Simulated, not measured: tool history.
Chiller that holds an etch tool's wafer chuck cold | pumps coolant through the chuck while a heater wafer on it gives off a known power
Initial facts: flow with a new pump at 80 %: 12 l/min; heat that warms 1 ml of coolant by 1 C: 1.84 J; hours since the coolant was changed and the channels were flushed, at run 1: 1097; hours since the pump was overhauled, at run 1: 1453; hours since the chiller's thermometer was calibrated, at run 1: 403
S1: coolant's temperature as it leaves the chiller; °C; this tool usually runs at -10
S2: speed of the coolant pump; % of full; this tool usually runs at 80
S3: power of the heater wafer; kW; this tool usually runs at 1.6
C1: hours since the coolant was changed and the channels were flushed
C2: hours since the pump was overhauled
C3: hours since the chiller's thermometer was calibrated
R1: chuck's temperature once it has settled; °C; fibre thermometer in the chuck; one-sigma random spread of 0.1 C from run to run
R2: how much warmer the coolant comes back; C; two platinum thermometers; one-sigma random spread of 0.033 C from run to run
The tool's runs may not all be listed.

run 1 hour=0 | S1=-10 S2=80 S3=1.6 | C1=1097 C2=1453 C3=403 | R1=2.3 R2=4.42
run 2 hour=28.5 | S1=-1 S2=80 S3=1.6 | C1=1125 C2=1481 C3=432 | R1=11.2 R2=4.38
run 3 hour=70.2 | S1=-11 S2=80 S3=1.6 | C1=1167 C2=1523 C3=473 | R1=1.2 R2=4.35
run 4 hour=105.1 | S1=-11 S2=68 S3=1.6 | C1=1202 C2=1558 C3=508 | R1=3.3 R2=5.17
run 5 hour=127 | S1=-10 S2=80 S3=1.6 | C1=1224 C2=1580 C3=530 | R1=2.3 R2=4.28
run 6 hour=157.5 | S1=-10 S2=80 S3=1.6 | C1=1254 C2=1610 C3=561 | R1=2.2 R2=4.31
run 7 hour=175.5 | S1=-10 S2=70 S3=1.6 | C1=1272 C2=1628 C3=579 | R1=4 R2=5.01
run 8 hour=202.6 | S1=-10 S2=70 S3=1.6 | C1=1300 C2=1655 C3=606 | R1=3.8 R2=5
run 9 hour=233.3 | S1=-10 S2=70 S3=1.6 | C1=1330 C2=1686 C3=636 | R1=3.8 R2=5.01
run 10 hour=271.4 | S1=-10 S2=70 S3=1.6 | C1=1368 C2=1724 C3=675 | R1=3.9 R2=4.96
run 11 hour=295.9 | S1=-10 S2=70 S3=1.6 | C1=1393 C2=1748 C3=699 | R1=3.8 R2=4.96
run 12 hour=323.6 | S1=-10 S2=70 S3=1.6 | C1=1420 C2=1776 C3=727 | R1=4 R2=4.95
run 13 hour=366.9 | S1=-10 S2=70 S3=1.6 | C1=1464 C2=1819 C3=770 | R1=4 R2=4.93
run 14 hour=404.3 | S1=-10 S2=80 S3=1.6 | C1=1501 C2=1857 C3=808 | R1=2.2 R2=4.29
run 15 hour=424.5 | S1=-10 S2=80 S3=1.6 | C1=1521 C2=1877 C3=828 | R1=2.2 R2=4.22
run 16 hour=444.7 | S1=-10 S2=80 S3=1.6 | C1=1542 C2=1897 C3=848 | R1=2.1 R2=4.23
run 17 hour=479.5 | S1=-10 S2=65 S3=1.761 | C1=1576 C2=1932 C3=883 | R1=6.3 R2=5.93
run 18 hour=523 | S1=-10 S2=65 S3=1.761 | C1=1620 C2=1976 C3=926 | R1=6.3 R2=5.89
run 19 hour=562.1 | S1=-10 S2=87 S3=1.678 | C1=1659 C2=2015 C3=965 | R1=1.8 R2=3.98
run 20 hour=588.8 | S1=-1 S2=87 S3=0.814 | C1=1686 C2=2041 C3=992 | R1=4.8 R2=1.85
run 21 hour=608.5 | S1=-10 S2=80 S3=1.401 | C1=1705 C2=2061 C3=1012 | R1=0.5 R2=3.6
run 22 hour=647.5 | S1=-10 S2=80 S3=1.401 | C1=1744 C2=2100 C3=1051 | R1=0.6 R2=3.6
run 23 hour=668.3 | S1=-15 S2=74 S3=1.6 | C1=1765 C2=2121 C3=1072 | R1=-1.7 R2=4.58
run 24 hour=700.3 | S1=-15 S2=74 S3=1.6 | C1=1797 C2=2153 C3=1104 | R1=-1.7 R2=4.59
run 25 hour=718.5 | S1=-10 S2=81 S3=0.827 | C1=1815 C2=2171 C3=1122 | R1=-3.9 R2=2.04
run 26 hour=751.8 | S1=-10 S2=81 S3=0.827 | C1=1849 C2=2204 C3=1155 | R1=-3.7 R2=2
run 27 hour=776.3 | S1=-8 S2=69 S3=1.068 | C1=1873 C2=2229 C3=1179 | R1=1.5 R2=3.18
run 28 hour=805.8 | S1=-8 S2=69 S3=1.042 | C1=1903 C2=2258 C3=1209 | R1=1.2 R2=3.13
run 29 hour=844.3 | S1=-5 S2=83 S3=2.349 | C1=1941 C2=2297 C3=1247 | R1=12.3 R2=5.89
run 30 hour=887.8 | S1=-16 S2=80 S3=1.349 | C1=1985 C2=2340 C3=1291 | R1=-5.6 R2=3.41
run 31 hour=919.6 | S1=-16 S2=80 S3=1.349 | C1=2016 C2=2372 C3=1323 | R1=-5.7 R2=3.39

Subtracting, for every run, the result it would have given without the tool's unlogged condition from the measured result gives the following. The same run-to-run variation enters both numbers; the gauge's scatter may not:
Hidden conditions of the tool in this case: heat passed by the chuck's channels, % of clean ones'; flow at a given pump speed, % of a new pump's; coolant's true temperature over the reading, C; drift of the gauge itself on chuck_c, C; drift of the gauge itself on warmer_back_c, C.
run=1 R2=+0
run=2 R2=-0.01
run=3 R2=-0.02
run=4 R2=-0.03
run=5 R2=-0.04
run=6 R2=-0.05
run=7 R2=-0.06
run=8 R2=-0.06
run=9 R2=-0.07
run=10 R2=-0.08
run=11 R2=-0.1
run=12 R2=-0.1
run=13 R2=-0.11
run=14 R2=-0.12
run=15 R2=-0.13
run=16 R2=-0.13
run=17 R2=-0.15
run=18 R2=-0.17
run=19 R2=-0.17
run=20 R2=-0.18
run=21 R2=-0.19
run=22 R2=-0.2
run=23 R2=-0.2
run=24 R2=-0.22
run=25 R2=-0.22
run=26 R2=-0.23
run=27 R2=-0.24
run=28 R2=-0.25
run=29 R2=-0.25
run=30 R2=-0.27
run=31 R2=-0.28
R1: within 0.1 °C of the measured result in every run.

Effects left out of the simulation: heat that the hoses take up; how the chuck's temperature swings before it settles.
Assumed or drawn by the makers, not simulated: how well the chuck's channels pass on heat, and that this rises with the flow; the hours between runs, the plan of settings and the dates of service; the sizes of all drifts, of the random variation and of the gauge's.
